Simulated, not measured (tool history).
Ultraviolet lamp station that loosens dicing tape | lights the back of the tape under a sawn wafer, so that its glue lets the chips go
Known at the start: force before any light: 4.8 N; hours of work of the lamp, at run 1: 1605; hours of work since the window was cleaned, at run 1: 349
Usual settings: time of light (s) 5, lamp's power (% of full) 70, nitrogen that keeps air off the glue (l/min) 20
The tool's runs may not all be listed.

run	hour	time of light (s)	lamp's power (% of full)	nitrogen that keeps air off the glue (l/min)	hours of work of the lamp	hours of work since the window was cleaned	force that peels the tape off (N)	light that reached the tape (mJ/cm²)
1	0.0	5	70	20	1605	349	1.092	100
# hour 58.9: window cleaned of glue's vapour
2	71.1	5	70	9	1645	7	1.477	97
3	165.9	5	77	20	1699	61	1.079	104
4	259.8	5	77	20	1752	114	1.145	99
5	339.0	5	70	20	1797	159	1.292	89
6	389.3	5	70	20	1826	188	1.305	88
7	482.7	5	70	20	1879	241	1.351	85
# hour 503.9: lamp changed
8	548.0	5	70	27	25	278	0.577	147
9	627.3	5	70	20	70	323	0.664	145
# hour 641.7: window cleaned of glue's vapour, once more
10	705.5	5	70	20	114	36	0.476	167
11	798.6	5	70	20	167	89	0.504	165
12	838.5	5	70	20	190	112	0.520	164
13	898.1	5	70	20	224	146	0.536	158
14	978.6	5	70	20	270	192	0.547	156
15	1039.9	5	70	20	305	227	0.566	156
16	1117.1	5	70	20	349	271	0.593	151
17	1196.8	5	70	20	394	316	0.580	149
18	1266.2	4	70	20	434	356	0.871	117
# hour 1305.5: window cleaned of glue's vapour
19	1310.8	4	70	20	459	3	0.797	125
20	1398.1	4	70	20	508	53	0.816	122
21	1466.5	5	85	9	547	92	0.570	181
22	1519.4	5	85	9	578	122	0.564	183
23	1573.4	4	82	22	608	153	0.649	137
24	1657.6	5	73	20	656	200	0.596	148
25	1721.3	4	95	20	692	237	0.567	151
26	1816.4	4	95	20	747	291	0.578	154
27	1893.9	6	85	6	791	335	0.576	198
28	1940.7	4	70	16	817	362	1.056	108
# hour 1974.0: window cleaned of glue's vapour
29	1992.7	4	70	16	847	11	0.955	117
30	2054.9	4	70	16	882	46	1.035	108
31	2133.0	8	70	16	927	90	0.328	218
32	2193.2	5	62	20	961	125	0.850	119
33	2255.8	5	62	20	997	160	0.857	115
34	2326.6	6	70	23	1037	201	0.533	153
35	2419.9	6	70	23	1090	254	0.575	155
36	2508.0	3	84	7	1140	304	1.675	88
37	2560.7	3	84	7	1170	334	1.736	90
# hour 2640.5: window cleaned of glue's vapour
38	2656.2	3	93	33	1224	9	0.946	100
39	2728.5	3	92	17	1265	50	1.178	98

Measured less the same run without the tool's hidden state. The same run-to-run variation is in both; the gauge's scatter may not be:
The hidden state here: lamp's light, % of a new lamp's; light that the window lets through, % of a clean one's; drift of the gauge itself on peel_n, %; drift of the gauge itself on dose_mj_cm2, %.
run	force that peels the tape off (N)	light that reached the tape (mJ/cm²)
1	+0.639	-73
2	+0.867	-80
3	+0.705	-90
4	+0.761	-95
5	+0.862	-88
6	+0.875	-89
7	+0.926	-93
8	+0.157	-29
9	+0.200	-32
10	+0.033	-7
11	+0.055	-11
12	+0.064	-12
13	+0.080	-15
14	+0.098	-19
15	+0.115	-21
16	+0.137	-24
17	+0.151	-27
18	+0.225	-24
19	+0.132	-15
20	+0.159	-17
21	+0.134	-30
22	+0.142	-32
23	+0.170	-26
24	+0.174	-33
25	+0.177	-36
26	+0.203	-41
27	+0.215	-58
28	+0.357	-33
29	+0.269	-27
30	+0.313	-29
31	+0.104	-63
32	+0.305	-37
33	+0.323	-39
34	+0.221	-55
35	+0.254	-60
36	+0.579	-37
37	+0.617	-39
38	+0.380	-38
39	+0.465	-39
